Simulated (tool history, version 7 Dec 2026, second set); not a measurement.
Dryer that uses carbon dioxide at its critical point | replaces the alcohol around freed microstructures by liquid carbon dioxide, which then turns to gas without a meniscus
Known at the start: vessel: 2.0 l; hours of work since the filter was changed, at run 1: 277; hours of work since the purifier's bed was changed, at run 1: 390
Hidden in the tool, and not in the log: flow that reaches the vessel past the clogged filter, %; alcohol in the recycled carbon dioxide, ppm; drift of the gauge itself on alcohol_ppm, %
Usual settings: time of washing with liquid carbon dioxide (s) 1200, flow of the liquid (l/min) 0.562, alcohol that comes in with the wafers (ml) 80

run     day  time of washing with liquid carbon dioxide (s)  flow of the liquid (l/min)  alcohol that comes in with the wafers (ml)  hours of work since the filter was changed  hours of work since the purifier's bed was changed  alcohol left in the vessel before it's heated (ppm by volume)
  1       0                                            1200                       0.562                                          80                                         277                                                 390                                                           1031
  2   0.421                                            1200                       0.562                                          80                                         285                                                 398                                                           1015
  3   0.667                                            1200                       0.562                                          80                                         289                                                 402                                                           1022
  4   0.946                                            1200                       0.562                                          80                                         295                                                 408                                                           1015
      1.433  -- inlet filter changed
  5   1.471                                            1200                       0.562                                          80                                           1                                                 417                                                            809
  6   1.783                                            1200                       0.386                                          80                                           6                                                 422                                                           2608
  7   2.012                                            1200                       0.562                                          80                                          11                                                 427                                                            820
  8   2.408                                            1200                       0.562                                          80                                          18                                                 434                                                            803
  9   2.888                                            1200                       0.562                                          43                                          27                                                 443                                                            484
 10   3.271                                            1200                       0.562                                          43                                          34                                                 450                                                            476
 11   3.571                                            1200                       0.902                                          80                                          40                                                 456                                                            139
 12   3.858                                            1200                       0.902                                          80                                          45                                                 461                                                            155
 13   4.254                                            1200                       0.902                                          80                                          53                                                 469                                                            138
 14   4.792                                            1200                       0.902                                          80                                          63                                                 479                                                            150
 15   5.183                                            1200                       0.902                                          80                                          70                                                 486                                                            146
 16   5.667                                            1200                       0.902                                          80                                          79                                                 495                                                            169
 17   6.038                                            1200                        0.42                                          83                                          86                                                 502                                                           2267
 18   6.517                                            1200                       0.383                                          27                                          95                                                 511                                                           1049
 19   7.071                                             780                       0.383                                          27                                         105                                                 521                                                           2536
 20   7.558                                             840                       0.562                                          80                                         114                                                 530                                                           2733
 21   7.958                                            1140                       0.662                                          51                                         122                                                 537                                                            413
 22   8.221                                            1140                       0.662                                          51                                         127                                                 542                                                            417
 23   8.475                                            1140                       0.662                                          51                                         131                                                 547                                                            437
 24   8.842                                            1260                         0.4                                          80                                         138                                                 554                                                           2361
 25   9.096                                            1260                         0.4                                          80                                         143                                                 559                                                           2411
 26   9.354                                            1680                       0.562                                          62                                         148                                                 564                                                            233
 27   9.654                                            1200                       0.395                                          28                                         153                                                 569                                                           1023
 28  10.138                                             780                       0.807                                          26                                         162                                                 578                                                            451
 29  10.688                                            1440                       0.807                                          65                                         172                                                 588                                                            136
 30  11.183                                            1920                        0.63                                          91                                         182                                                 598                                                            139
 31  11.421                                            1200                       0.415                                          28                                         186                                                 602                                                            949

5 ways to go on from here, each from the tool as it stands after run 31. What would each give?
  A  11.771                                             840                       0.415                                          28                                         193                                                 609                                                              ?
  B  11.771                                            1200                       0.441                                          80                                         193                                                 609                                                              ?
  C  11.771                                            1260                       0.504                                          80                                         193                                                 609                                                              ?
  D  11.771                                            1020                       0.573                                          58                                         193                                                 609                                                              ?
  E  11.771                                             900                       0.464                                          28                                         193                                                 609                                                              ?

run  alcohol left in the vessel before it's heated (ppm by volume)
  A                                                           2129
  B                                                           2171
  C                                                           1183
  D                                                           1159
  E                                                           1476
Without the tool's hidden state the same runs would have given:
run  alcohol left in the vessel before it's heated (ppm by volume)
  A                                                           1841
  B                                                           1786
  C                                                            910
  D                                                            900
  E                                                           1225
